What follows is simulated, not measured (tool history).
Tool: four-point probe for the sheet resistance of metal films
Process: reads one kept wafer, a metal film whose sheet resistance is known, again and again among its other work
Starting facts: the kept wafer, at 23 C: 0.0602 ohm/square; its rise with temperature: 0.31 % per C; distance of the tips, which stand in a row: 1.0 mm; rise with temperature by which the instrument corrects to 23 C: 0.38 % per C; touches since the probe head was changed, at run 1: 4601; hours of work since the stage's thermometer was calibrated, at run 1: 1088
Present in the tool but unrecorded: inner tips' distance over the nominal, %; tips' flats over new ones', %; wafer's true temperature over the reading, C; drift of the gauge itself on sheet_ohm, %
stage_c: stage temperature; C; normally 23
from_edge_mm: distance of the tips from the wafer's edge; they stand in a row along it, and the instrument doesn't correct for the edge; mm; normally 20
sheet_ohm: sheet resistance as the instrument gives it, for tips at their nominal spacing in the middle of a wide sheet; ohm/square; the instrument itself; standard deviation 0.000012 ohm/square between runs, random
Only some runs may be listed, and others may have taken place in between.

run	hour	stage_c	from_edge_mm	touches since the probe head was changed	hours of work since the stage's thermometer was calibrated	sheet_ohm
1	0.0	23	20	4601	1088	0.060661
2	13.5	23	20	4745	1095	0.060669
3	24.2	23	20	4857	1101	0.060648
4	43.5	23	20	5062	1111	0.060670
5	55.1	23	20	5185	1117	0.060651
6	73.2	23	28	5377	1126	0.060614
7	97.1	23	20	5630	1139	0.060664
8	115.0	23	20	5820	1148	0.060659
9	128.3	23	20	5961	1155	0.060665
10	147.8	32	20	6167	1165	0.060297
11	161.1	23	50	6309	1172	0.060603
12	178.1	23	4	6489	1181	0.062552
13	195.8	23	4	6677	1190	0.062595
14	219.7	23	4	6930	1202	0.062552
15	240.9	23	4	7155	1213	0.062598
16	256.8	23	4	7323	1222	0.062580
17	278.6	23	4	7554	1233	0.062560
18	297.6	23	4	7755	1243	0.062586
19	315.4	23	4	7944	1252	0.062580
20	338.0	27	20	8184	1264	0.060508
21	350.0	27	20	8311	1270	0.060490
22	363.2	23	5	8451	1277	0.061890
23	375.5	23	5	8581	1283	0.061861
24	393.8	28	20	8775	1293	0.060497
25	409.6	25	3	8943	1301	0.063947
26	425.8	34	63	9114	1309	0.060174
27	447.1	33	11	9340	1320	0.060446
28	458.5	31	13	9461	1326	0.060496
29	479.5	31	13	9683	1337	0.060481
30	489.8	31	13	9793	1343	0.060463
31	510.4	31	13	10011	1353	0.060488
32	524.4	31	13	10160	1361	0.060470
33	542.1	31	34	10347	1370	0.060347
34	553.0	31	34	10462	1375	0.060309
35	564.9	27	9	10589	1382	0.060863
36	576.2	20	18	10708	1388	0.060870
37	593.3	20	18	10890	1396	0.060878
38	604.3	33	4	11007	1402	0.062191
39	615.2	20	36	11122	1408	0.060807
# hour 618.8: stage's thermometer calibrated
40	627.5	25	20	11247	5	0.060593

Run 41 comes next. What will it give?
41	644.7	23	4	11429	13	?

{"run 41": {"sheet_ohm": 0.062566}}
With no hidden state in the tool, this same run would have given sheet_ohm 0.062175 ohm/square.

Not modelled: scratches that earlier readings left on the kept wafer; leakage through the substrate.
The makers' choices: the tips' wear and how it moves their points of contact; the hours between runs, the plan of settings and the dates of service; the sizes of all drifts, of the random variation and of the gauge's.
